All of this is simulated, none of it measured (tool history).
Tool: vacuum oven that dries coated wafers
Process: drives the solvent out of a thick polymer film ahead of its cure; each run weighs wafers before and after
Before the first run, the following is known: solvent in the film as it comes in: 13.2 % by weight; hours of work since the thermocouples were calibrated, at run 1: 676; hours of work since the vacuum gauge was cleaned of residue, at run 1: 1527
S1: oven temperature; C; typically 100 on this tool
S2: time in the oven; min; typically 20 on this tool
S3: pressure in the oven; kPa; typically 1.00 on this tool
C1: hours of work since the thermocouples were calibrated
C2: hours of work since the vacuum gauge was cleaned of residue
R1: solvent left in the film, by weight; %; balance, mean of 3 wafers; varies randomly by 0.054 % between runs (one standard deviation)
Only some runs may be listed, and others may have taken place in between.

run,hour,S1,S2,S3,C1,C2,R1
1,0.0,100,20,1.00,676,1527,2.39
2,43.6,100,20,1.00,703,1555,2.37
3,95.4,100,20,1.00,736,1588,2.47
4,152.9,100,20,1.00,773,1624,2.32
5,188.8,100,20,3.74,796,1647,4.79
6,237.6,100,20,3.74,827,1678,4.81
7,264.7,100,20,3.74,844,1696,4.89
# hour 277.1: oven's thermocouples calibrated
8,301.9,100,20,3.74,16,1718,5.14
9,357.8,100,20,3.74,51,1754,5.22
10,411.8,100,20,1.00,86,1788,2.69
11,450.2,100,20,1.00,110,1813,2.62
12,503.5,100,20,1.00,144,1846,2.59
13,553.0,100,20,1.00,176,1878,2.56
14,582.5,100,20,1.00,195,1897,2.63
15,608.3,100,19,1.00,211,1913,2.70
16,646.8,100,19,1.00,235,1938,2.65
17,676.2,100,20,1.00,254,1957,2.56
18,736.3,100,20,1.00,293,1995,2.56
19,773.1,100,20,1.00,316,2018,2.57
20,803.8,100,20,1.00,335,2038,2.50
21,832.6,100,20,1.00,354,2056,2.58
22,884.7,100,20,1.00,387,2089,2.61
23,943.2,100,20,1.00,424,2127,2.64
24,997.1,100,20,1.00,459,2161,2.55
# hour 1001.9: vacuum gauge cleaned of residue and calibrated
25,1055.1,100,20,1.00,495,34,2.90
26,1081.4,99,20,0.86,511,51,3.01
27,1132.1,99,11,1.50,544,83,5.20
28,1187.6,100,11,1.75,579,118,4.96
29,1224.1,101,13,3.32,602,142,5.54
# hour 1234.3: vacuum gauge cleaned of residue and calibrated, once more
30,1275.3,99,20,1.02,634,26,2.05
31,1308.9,92,23,0.90,655,48,3.25
32,1355.1,91,19,1.03,685,77,4.37
33,1410.4,97,14,1.59,720,112,4.12
34,1440.3,97,14,1.59,739,131,4.10
35,1483.6,97,14,1.59,767,159,4.01
36,1520.6,106,20,1.00,790,182,1.09
37,1583.0,106,20,1.00,830,222,1.10
# hour 1617.5: oven's thermocouples calibrated
38,1619.6,106,20,1.00,1,244,1.30
39,1672.1,100,21,1.00,35,278,2.08
40,1717.9,100,21,1.00,64,307,2.08
41,1779.1,91,19,2.87,103,346,6.64
42,1806.1,102,18,2.87,120,363,3.56
43,1855.2,98,12,0.62,151,394,3.85
44,1902.3,112,11,0.98,181,424,1.45
45,1948.5,98,32,1.71,211,454,2.39
46,1986.7,100,20,1.78,235,478,2.92
47,2040.5,102,12,3.11,269,512,4.73

Forecast each of these 3 alternatives for the next run:
A,2069.4,93,22,1.00,288,531,?
B,2069.4,85,14,3.12,288,531,?
C,2069.4,111,20,1.00,288,531,?

run,R1
A,3.53
B,9.38
C,1.00
The same runs, with their run-to-run variation unchanged, on a tool lacking any hidden condition would have given:
run,R1
A,3.55
B,9.42
C,0.93
